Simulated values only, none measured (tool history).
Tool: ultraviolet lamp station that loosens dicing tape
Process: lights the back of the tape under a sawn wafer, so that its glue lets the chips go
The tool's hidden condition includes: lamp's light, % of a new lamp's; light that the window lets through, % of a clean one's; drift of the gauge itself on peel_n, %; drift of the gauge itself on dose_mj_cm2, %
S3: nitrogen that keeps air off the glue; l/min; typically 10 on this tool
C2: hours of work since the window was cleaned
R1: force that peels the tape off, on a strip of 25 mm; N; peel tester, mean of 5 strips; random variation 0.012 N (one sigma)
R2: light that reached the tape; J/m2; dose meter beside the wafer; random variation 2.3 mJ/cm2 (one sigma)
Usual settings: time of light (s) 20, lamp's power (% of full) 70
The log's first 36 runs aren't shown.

run 37 hour=1447.1 | time_of_light_(s)=21 lamp's_power_(%_of_full)=70 S3=17 | hours_of_work_of_the_lamp=36 C2=64 | R1=0.360 R2=2190
run 38 hour=1475.6 | time_of_light_(s)=20 lamp's_power_(%_of_full)=80 S3=4 | hours_of_work_of_the_lamp=53 C2=81 | R1=1.025 R2=2410
run 39 hour=1534.5 | time_of_light_(s)=20 lamp's_power_(%_of_full)=80 S3=4 | hours_of_work_of_the_lamp=88 C2=116 | R1=1.073 R2=2370
run 40 hour=1566.2 | time_of_light_(s)=20 lamp's_power_(%_of_full)=62 S3=6 | hours_of_work_of_the_lamp=106 C2=134 | R1=1.274 R2=1830
run 41 hour=1597.9 | time_of_light_(s)=23 lamp's_power_(%_of_full)=75 S3=6 | hours_of_work_of_the_lamp=125 C2=153 | R1=0.709 R2=2460
run 42 hour=1636.5 | time_of_light_(s)=23 lamp's_power_(%_of_full)=81 S3=10 | hours_of_work_of_the_lamp=148 C2=176 | R1=0.354 R2=2630
run 43 hour=1673.8 | time_of_light_(s)=19 lamp's_power_(%_of_full)=75 S3=4 | hours_of_work_of_the_lamp=170 C2=198 | R1=1.383 R2=2010
run 44 hour=1710.4 | time_of_light_(s)=28 lamp's_power_(%_of_full)=65 S3=11 | hours_of_work_of_the_lamp=191 C2=219 | R1=0.388 R2=2490

Predict each of these 3 candidate next runs independently; none follows another, all start after run 44:
run A hour=1751.7 | time_of_light_(s)=27 lamp's_power_(%_of_full)=75 S3=14 | hours_of_work_of_the_lamp=216 C2=244 | R1=? R2=?
run B hour=1751.7 | time_of_light_(s)=28 lamp's_power_(%_of_full)=83 S3=10 | hours_of_work_of_the_lamp=216 C2=244 | R1=? R2=?
run C hour=1751.7 | time_of_light_(s)=15 lamp's_power_(%_of_full)=92 S3=10 | hours_of_work_of_the_lamp=216 C2=244 | R1=? R2=?

run=A R1=0.261 R2=2690
run=B R1=0.242 R2=3120
run=C R1=0.828 R2=1870
With the hidden condition removed and each run's random variation left untouched, the same runs would have given:
run=A R1=0.184 R2=3170
run=B R1=0.173 R2=3670
run=C R1=0.577 R2=2200

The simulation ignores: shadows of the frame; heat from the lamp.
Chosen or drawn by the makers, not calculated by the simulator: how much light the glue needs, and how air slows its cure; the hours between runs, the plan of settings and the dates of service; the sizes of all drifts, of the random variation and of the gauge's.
